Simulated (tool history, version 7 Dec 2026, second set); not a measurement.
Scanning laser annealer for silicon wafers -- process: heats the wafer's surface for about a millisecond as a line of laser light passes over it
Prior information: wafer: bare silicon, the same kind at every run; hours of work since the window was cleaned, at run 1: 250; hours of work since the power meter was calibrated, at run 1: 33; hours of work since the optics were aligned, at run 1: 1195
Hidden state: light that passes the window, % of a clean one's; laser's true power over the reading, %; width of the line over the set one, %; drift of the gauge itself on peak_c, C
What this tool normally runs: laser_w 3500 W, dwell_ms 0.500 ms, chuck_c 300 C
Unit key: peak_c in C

run	day	laser_w	dwell_ms	chuck_c	hours of work since the window was cleaned	hours of work since the power meter was calibrated	hours of work since the optics were aligned	peak_c
1	0.000	3500	0.500	300	250	33	1195	1007
2	0.229	3500	0.500	300	253	37	1198	1003
3	0.588	3500	0.500	300	259	43	1204	1003
4	1.008	3500	0.476	300	266	50	1211	986
5	1.342	3500	0.500	304	271	55	1216	1007
6	1.671	3500	0.500	304	277	60	1222	1004
7	2.004	3500	0.500	304	282	66	1227	1005
8	2.375	3500	0.500	304	288	72	1233	1004
9	2.754	3500	0.500	304	294	78	1239	1000
10	2.946	3500	0.500	304	297	81	1242	1005
11	3.371	3500	0.500	304	304	88	1249	1002
12	3.779	3756	0.500	300	311	94	1256	1058
13	4.092	3756	0.500	300	316	99	1261	1061
14	4.425	3640	0.500	300	321	105	1266	1032
15	4.804	3500	0.500	285	327	111	1272	980
16	5.146	3500	0.500	300	333	116	1278	995
17	5.362	3500	0.500	300	336	120	1281	993
18	5.771	3500	0.500	265	343	126	1288	956
19	6.167	3500	0.500	265	349	133	1294	955
20	6.592	3500	0.500	300	356	140	1301	991
21	6.908	3500	0.500	300	361	145	1306	990
22	7.350	3500	0.500	300	368	152	1313	989
23	7.675	3815	0.376	263	374	157	1318	913
24	8.054	2987	0.561	269	380	163	1325	875
25	8.375	2987	0.561	269	385	168	1330	873
26	8.800	2987	0.561	269	392	175	1337	874
27	9.242	3029	0.500	265	399	182	1344	841
28	9.492	3056	0.404	330	403	186	1348	841
29	9.842	3056	0.604	267	409	192	1353	910
# day 9.946: window over the wafer cleaned
30	10.267	3625	0.374	275	5	198	1359	926
31	10.458	3625	0.588	316	8	201	1362	1160
32	10.829	3300	0.588	338	14	207	1368	1092
33	11.050	3300	0.588	338	18	210	1372	1090
34	11.408	3445	0.402	289	24	216	1377	922
35	11.654	3550	0.415	300	28	220	1381	973
36	12.025	3500	0.500	323	34	226	1387	1053
37	12.362	3045	0.500	300	39	231	1393	923
38	12.804	3082	0.371	302	46	238	1400	827
39	12.992	3082	0.371	302	49	242	1403	828
40	13.379	3192	0.571	300	55	248	1409	1006
41	13.579	3192	0.571	300	59	251	1412	1002

Measured minus without-hidden-state, run by run (identical run-to-run variation in each term; gauge scatter may differ):
run	peak_c
1	-43
2	-44
3	-45
4	-45
5	-46
6	-48
7	-48
8	-49
9	-50
10	-50
11	-51
12	-57
13	-57
14	-56
15	-55
16	-55
17	-55
18	-56
19	-58
20	-58
21	-59
22	-60
23	-57
24	-54
25	-56
26	-56
27	-54
28	-49
29	-62
30	-11
31	-15
32	-14
33	-14
34	-13
35	-14
36	-17
37	-14
38	-13
39	-13
40	-19
41	-19

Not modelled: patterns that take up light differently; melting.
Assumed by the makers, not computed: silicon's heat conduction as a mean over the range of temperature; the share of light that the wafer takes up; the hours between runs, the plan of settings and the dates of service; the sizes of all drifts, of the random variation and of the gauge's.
